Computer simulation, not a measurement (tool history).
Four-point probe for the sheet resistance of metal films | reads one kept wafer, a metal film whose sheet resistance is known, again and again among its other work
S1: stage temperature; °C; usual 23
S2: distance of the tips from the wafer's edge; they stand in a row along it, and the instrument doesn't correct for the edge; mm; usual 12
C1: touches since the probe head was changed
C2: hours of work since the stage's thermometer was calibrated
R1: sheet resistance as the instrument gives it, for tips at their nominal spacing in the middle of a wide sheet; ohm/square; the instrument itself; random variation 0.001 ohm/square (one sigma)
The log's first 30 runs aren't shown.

{"run": 31, "hour": 1313.6, "S1": 19, "S2": 28, "C1": 35125, "C2": 138, "R1": 5.106614}
{"run": 32, "hour": 1345.2, "S1": 19, "S2": 28, "C1": 36560, "C2": 158, "R1": 5.104362}
{"run": 33, "hour": 1405.5, "S1": 19, "S2": 28, "C1": 39295, "C2": 197, "R1": 5.106037}
{"run": 34, "hour": 1453.4, "S1": 21, "S2": 13, "C1": 41470, "C2": 227, "R1": 5.117903}
{"run": 35, "hour": 1483.9, "S1": 19, "S2": 14, "C1": 42853, "C2": 247, "R1": 5.110731}
{"run": 36, "hour": 1537.1, "S1": 26, "S2": 8, "C1": 45270, "C2": 281, "R1": 5.150053}
{"run": 37, "hour": 1589.6, "S1": 26, "S2": 8, "C1": 47650, "C2": 314, "R1": 5.14761}
{"run": 38, "hour": 1618.0, "S1": 18, "S2": 73, "C1": 48938, "C2": 332, "R1": 5.101273}
{"run": 39, "hour": 1656.2, "S1": 18, "S2": 73, "C1": 50672, "C2": 356, "R1": 5.102017}
{"run": 40, "hour": 1704.1, "S1": 18, "S2": 73, "C1": 52847, "C2": 387, "R1": 5.099711}
{"run": 41, "hour": 1731.2, "S1": 31, "S2": 9, "C1": 54076, "C2": 404, "R1": 5.162788}
{"run": 42, "hour": 1784.1, "S1": 34, "S2": 20, "C1": 56479, "C2": 438, "R1": 5.162948}
{"run": 43, "hour": 1839.9, "S1": 34, "S2": 20, "C1": 59013, "C2": 474, "R1": 5.163161}
{"run": 44, "hour": 1895.6, "S1": 21, "S2": 15, "C1": 61539, "C2": 509, "R1": 5.115977}
{"run": 45, "hour": 1946.1, "S1": 22, "S2": 13, "C1": 63832, "C2": 541, "R1": 5.124326}

Forecast each of these 4 alternatives for the next run:
{"run": "A", "hour": 1981.4, "S1": 25, "S2": 38, "C1": 65434, "C2": 564, "R1": "?"}
{"run": "B", "hour": 1981.4, "S1": 22, "S2": 69, "C1": 65434, "C2": 564, "R1": "?"}
{"run": "C", "hour": 1981.4, "S1": 26, "S2": 6, "C1": 65434, "C2": 564, "R1": "?"}
{"run": "D", "hour": 1981.4, "S1": 21, "S2": 61, "C1": 65434, "C2": 564, "R1": "?"}

run=A R1=5.128365
run=B R1=5.114837
run=C R1=5.160417
run=D R1=5.112266
Without the tool's hidden state the same runs would have given:
run=A R1=5.127791
run=B R1=5.114264
run=C R1=5.159839
run=D R1=5.111693
